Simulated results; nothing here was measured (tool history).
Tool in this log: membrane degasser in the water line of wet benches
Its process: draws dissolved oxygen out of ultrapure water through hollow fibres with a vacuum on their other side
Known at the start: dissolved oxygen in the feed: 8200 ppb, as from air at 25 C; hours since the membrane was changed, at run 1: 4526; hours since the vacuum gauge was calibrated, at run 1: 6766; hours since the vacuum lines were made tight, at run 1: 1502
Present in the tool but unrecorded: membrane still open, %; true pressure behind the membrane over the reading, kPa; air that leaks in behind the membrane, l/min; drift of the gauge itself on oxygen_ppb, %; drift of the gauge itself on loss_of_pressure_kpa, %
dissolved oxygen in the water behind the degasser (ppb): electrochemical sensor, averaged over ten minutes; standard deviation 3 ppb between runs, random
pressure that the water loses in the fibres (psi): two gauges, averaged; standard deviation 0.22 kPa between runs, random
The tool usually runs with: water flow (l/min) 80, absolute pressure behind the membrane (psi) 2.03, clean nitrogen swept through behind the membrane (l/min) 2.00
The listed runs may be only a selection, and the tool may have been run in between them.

run      day  water flow (l/min)  absolute pressure behind the membrane (psi)  clean nitrogen swept through behind the membrane (l/min)  hours since the membrane was changed  hours since the vacuum gauge was calibrated  hours since the vacuum lines were made tight  dissolved oxygen in the water behind the degasser (ppb)  pressure that the water loses in the fibres (psi)
  1    0.000                  80                                         2.03                                                      2.00                                  4526                                         6766                                          1502                                                    827.1                                              7.835
  2    3.979                  80                                         2.03                                                      2.00                                  4622                                         6861                                          1597                                                    823.5                                              7.803
       9.067  -- vacuum gauge calibrated
  3    9.404                  80                                         2.03                                                      2.00                                  4752                                            8                                          1727                                                    829.1                                              7.867
  4   13.054                  80                                         2.03                                                      2.00                                  4839                                           96                                          1814                                                    830.3                                              7.844
  5   17.342                  80                                         2.03                                                      2.02                                  4942                                          199                                          1917                                                    823.8                                              7.810
  6   23.192                  80                                         2.03                                                      2.00                                  5082                                          339                                          2058                                                    823.9                                              7.899
  7   28.938                  80                                         2.03                                                      2.80                                  5220                                          477                                          2196                                                    642.7                                              7.897
  8   35.138                  80                                         2.03                                                      2.80                                  5369                                          626                                          2344                                                    640.5                                              7.899
  9   37.917                  80                                         2.03                                                      2.00                                  5436                                          692                                          2411                                                    828.6                                              7.912
 10   41.179                  80                                         2.03                                                      2.00                                  5514                                          771                                          2489                                                    821.4                                              7.849
 11   45.462                  80                                         2.03                                                      2.00                                  5617                                          874                                          2592                                                    827.9                                              7.894
 12   51.508                  80                                         2.03                                                      2.00                                  5762                                         1019                                          2737                                                    823.1                                              7.919
 13   56.304                  80                                         2.03                                                      2.00                                  5877                                         1134                                          2852                                                    825.5                                              7.903
 14   60.950                  80                                         2.03                                                      2.00                                  5989                                         1245                                          2964                                                    823.9                                              7.910
 15   65.475                  80                                         2.03                                                      2.00                                  6097                                         1354                                          3073                                                    824.4                                              7.963
 16   70.262                  80                                         2.03                                                      2.00                                  6212                                         1469                                          3187                                                    826.6                                              7.929
 17   74.288                  80                                         2.03                                                      2.00                                  6309                                         1565                                          3284                                                    828.1                                              7.931
 18   78.000                  80                                         2.03                                                      2.00                                  6398                                         1654                                          3373                                                    825.2                                              7.934
 19   83.767                  80                                         2.03                                                      2.00                                  6536                                         1793                                          3511                                                    828.5                                              7.965
 20   87.546                 113                                         1.90                                                      0.96                                  6627                                         1884                                          3602                                                   1566.6                                             11.200
 21   91.112                 113                                         1.90                                                      0.96                                  6713                                         1969                                          3688                                                   1563.0                                             11.240
      92.667  -- gauge calibrated
 22   97.329                  80                                         1.60                                                      1.24                                  6862                                         2118                                          3837                                                    861.0                                              7.831
 23  102.975                  80                                         1.60                                                      1.24                                  6997                                         2254                                          3973                                                    860.6                                              7.874
 24  106.758                  80                                         2.48                                                      1.24                                  7088                                         2345                                          4063                                                   1425.3                                              7.831
 25  110.925                  67                                         1.33                                                      2.00                                  7188                                         2445                                          4163                                                    413.9                                              6.551
 26  115.217                  63                                         2.70                                                      2.00                                  7291                                         2548                                          4266                                                    934.4                                              6.193
 27  118.762                  84                                         2.70                                                      2.00                                  7376                                         2633                                          4351                                                   1163.7                                              8.251
 28  122.771                  96                                         2.03                                                      1.78                                  7472                                         2729                                          4448                                                   1042.7                                              9.467
 29  128.446                  88                                         3.39                                                      1.45                                  7609                                         2865                                          4584                                                   1880.8                                              8.586
 30  131.242                 113                                         3.39                                                      4.16                                  7676                                         2932                                          4651                                                   1132.2                                             11.113
 31  135.854                 113                                         3.39                                                      4.16                                  7786                                         3043                                          4762                                                   1131.0                                             11.111

Alternative continuations, all from the tool just after run 31; predict every row:
  A  138.425                  79                                         2.83                                                      0.84                                  7848                                         3105                                          4823                                                        ?                                                  ?
  B  138.425                  48                                         1.58                                                      2.00                                  7848                                         3105                                          4823                                                        ?                                                  ?
  C  138.425                  59                                         4.02                                                      1.95                                  7848                                         3105                                          4823                                                        ?                                                  ?

run  dissolved oxygen in the water behind the degasser (ppb)  pressure that the water loses in the fibres (psi)
  A                                                   2034.8                                              7.797
  B                                                    388.8                                              4.744
  C                                                   1336.8                                              5.816
With no hidden state in the tool, these same runs would have given:
run  dissolved oxygen in the water behind the degasser (ppb)  pressure that the water loses in the fibres (psi)
  A                                                   2034.8                                              7.703
  B                                                    388.7                                              4.688
  C                                                   1336.8                                              5.746
